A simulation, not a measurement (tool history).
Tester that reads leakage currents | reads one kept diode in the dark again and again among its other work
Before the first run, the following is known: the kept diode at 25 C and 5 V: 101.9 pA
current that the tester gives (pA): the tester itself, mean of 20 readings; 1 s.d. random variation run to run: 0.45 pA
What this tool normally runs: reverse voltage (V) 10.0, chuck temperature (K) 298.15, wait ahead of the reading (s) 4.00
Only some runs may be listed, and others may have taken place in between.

run,hour,reverse voltage (V),chuck temperature (K),wait ahead of the reading (s),current that the tester gives (pA)
1,0.0,10.0,298.15,4.00,161.50
2,18.6,10.0,306.15,4.00,316.39
3,51.6,10.0,306.15,4.00,318.27
4,80.9,10.0,306.15,4.00,316.88
5,101.9,10.0,298.15,1.28,163.77
6,129.6,10.0,298.15,1.28,163.33
7,158.7,10.0,298.15,4.00,162.33
8,187.0,10.0,298.15,4.00,162.59
9,217.9,10.0,298.15,4.00,163.76
10,231.8,10.0,298.15,4.00,163.25
# hour 236.6: chuck's temperature calibrated
11,258.9,10.0,298.15,4.00,149.42
12,278.8,10.0,298.15,4.00,149.75
13,306.6,10.0,298.15,4.00,150.29
14,324.1,10.0,298.15,4.00,150.28
15,351.6,10.0,298.15,4.00,150.84
16,378.0,10.0,298.15,4.00,150.63
17,407.1,3.6,298.15,4.00,86.61
18,439.1,3.6,298.15,4.00,86.56
19,457.5,10.0,298.15,5.56,150.90
20,472.1,10.0,298.15,4.00,150.95
21,491.5,10.0,298.15,4.00,151.65
22,507.1,10.0,320.15,5.25,888.23
23,537.3,10.0,320.15,5.25,891.52
24,555.3,1.2,306.15,4.00,94.60
25,582.7,10.0,296.15,1.71,129.53
26,607.9,10.0,324.15,1.71,1204.14
27,625.3,8.5,313.15,3.74,475.02
28,641.8,8.5,313.15,3.74,476.77
29,672.0,14.5,312.15,4.00,584.80
30,696.3,6.5,313.15,9.96,412.43
31,712.9,1.2,311.15,0.85,143.32
32,741.9,8.6,304.15,4.00,232.37
33,760.4,8.6,294.15,0.71,103.33

Run 34, settings as shown, results not yet in. Your forecast:
34,777.4,19.8,322.15,0.31,?

{"run 34": {"current that the tester gives (pA)": 1521.62}}
If the tool had no hidden condition, the same run with the same run-to-run variation would have returned current that the tester gives (pA) 1513.12.
